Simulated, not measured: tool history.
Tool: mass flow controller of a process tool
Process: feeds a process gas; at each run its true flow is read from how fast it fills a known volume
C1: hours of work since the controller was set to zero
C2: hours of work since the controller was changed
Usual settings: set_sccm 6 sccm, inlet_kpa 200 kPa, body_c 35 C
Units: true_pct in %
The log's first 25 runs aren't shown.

{"run": 26, "hour": 1937.5, "set_sccm": 6, "inlet_kpa": 181, "body_c": 29, "C1": 5207, "C2": 5207, "true_pct": 105.85}
{"run": 27, "hour": 2046.1, "set_sccm": 6, "inlet_kpa": 181, "body_c": 29, "C1": 5259, "C2": 5259, "true_pct": 105.91}
{"run": 28, "hour": 2110.2, "set_sccm": 6, "inlet_kpa": 181, "body_c": 29, "C1": 5289, "C2": 5289, "true_pct": 105.87}
{"run": 29, "hour": 2187.8, "set_sccm": 2, "inlet_kpa": 248, "body_c": 22, "C1": 5326, "C2": 5326, "true_pct": 112.63}
{"run": 30, "hour": 2251.5, "set_sccm": 3, "inlet_kpa": 154, "body_c": 25, "C1": 5356, "C2": 5356, "true_pct": 109.31}
{"run": 31, "hour": 2308.9, "set_sccm": 3, "inlet_kpa": 170, "body_c": 25, "C1": 5384, "C2": 5384, "true_pct": 109.33}
{"run": 32, "hour": 2374.3, "set_sccm": 17, "inlet_kpa": 233, "body_c": 37, "C1": 5415, "C2": 5415, "true_pct": 105.09}
{"run": 33, "hour": 2470.6, "set_sccm": 7, "inlet_kpa": 154, "body_c": 30, "C1": 5461, "C2": 5461, "true_pct": 105.9}
{"run": 34, "hour": 2570.7, "set_sccm": 7, "inlet_kpa": 154, "body_c": 30, "C1": 5508, "C2": 5508, "true_pct": 105.94}
{"run": 35, "hour": 2676.1, "set_sccm": 17, "inlet_kpa": 145, "body_c": 25, "C1": 5559, "C2": 5559, "true_pct": 104.58}
{"run": 36, "hour": 2724.7, "set_sccm": 6, "inlet_kpa": 204, "body_c": 27, "C1": 5582, "C2": 5582, "true_pct": 106.2}
{"run": 37, "hour": 2820.6, "set_sccm": 6, "inlet_kpa": 204, "body_c": 27, "C1": 5627, "C2": 5627, "true_pct": 106.22}
{"run": 38, "hour": 2920.1, "set_sccm": 6, "inlet_kpa": 144, "body_c": 35, "C1": 5675, "C2": 5675, "true_pct": 106.97}
{"run": 39, "hour": 3028.5, "set_sccm": 3, "inlet_kpa": 262, "body_c": 35, "C1": 5726, "C2": 5726, "true_pct": 110.81}
{"run": 40, "hour": 3088.9, "set_sccm": 6, "inlet_kpa": 221, "body_c": 35, "C1": 5755, "C2": 5755, "true_pct": 106.97}
{"run": 41, "hour": 3145.4, "set_sccm": 6, "inlet_kpa": 141, "body_c": 28, "C1": 5782, "C2": 5782, "true_pct": 106.61}
{"run": 42, "hour": 3236.3, "set_sccm": 6, "inlet_kpa": 141, "body_c": 28, "C1": 5825, "C2": 5825, "true_pct": 106.64}
{"run": 43, "hour": 3318.2, "set_sccm": 6, "inlet_kpa": 175, "body_c": 35, "C1": 5864, "C2": 5864, "true_pct": 107.19}
{"run": 44, "hour": 3366.2, "set_sccm": 8, "inlet_kpa": 182, "body_c": 38, "C1": 5887, "C2": 5887, "true_pct": 106.59}
{"run": 45, "hour": 3448.9, "set_sccm": 8, "inlet_kpa": 182, "body_c": 38, "C1": 5926, "C2": 5926, "true_pct": 106.52}
{"run": 46, "hour": 3560.3, "set_sccm": 12, "inlet_kpa": 200, "body_c": 35, "C1": 5979, "C2": 5979, "true_pct": 105.6}
{"run": 47, "hour": 3608.2, "set_sccm": 12, "inlet_kpa": 200, "body_c": 35, "C1": 6002, "C2": 6002, "true_pct": 105.71}
{"run": 48, "hour": 3718.0, "set_sccm": 2, "inlet_kpa": 200, "body_c": 24, "C1": 6055, "C2": 6055, "true_pct": 114.75}
{"run": 49, "hour": 3802.1, "set_sccm": 3, "inlet_kpa": 200, "body_c": 24, "C1": 6095, "C2": 6095, "true_pct": 110.6}
{"run": 50, "hour": 3914.3, "set_sccm": 6, "inlet_kpa": 171, "body_c": 35, "C1": 6148, "C2": 6148, "true_pct": 107.48}

Forecast each of these 3 alternatives for the next run:
{"run": "A", "hour": 4023.5, "set_sccm": 3, "inlet_kpa": 171, "body_c": 21, "C1": 6200, "C2": 6200, "true_pct": "?"}
{"run": "B", "hour": 4023.5, "set_sccm": 16, "inlet_kpa": 260, "body_c": 21, "C1": 6200, "C2": 6200, "true_pct": "?"}
{"run": "C", "hour": 4023.5, "set_sccm": 2, "inlet_kpa": 141, "body_c": 21, "C1": 6200, "C2": 6200, "true_pct": "?"}

run=A true_pct=110.65
run=B true_pct=104.53
run=C true_pct=115.1
Without the tool's hidden state the same runs would have given:
run=A true_pct=97.99
run=B true_pct=99.12
run=C true_pct=97.99

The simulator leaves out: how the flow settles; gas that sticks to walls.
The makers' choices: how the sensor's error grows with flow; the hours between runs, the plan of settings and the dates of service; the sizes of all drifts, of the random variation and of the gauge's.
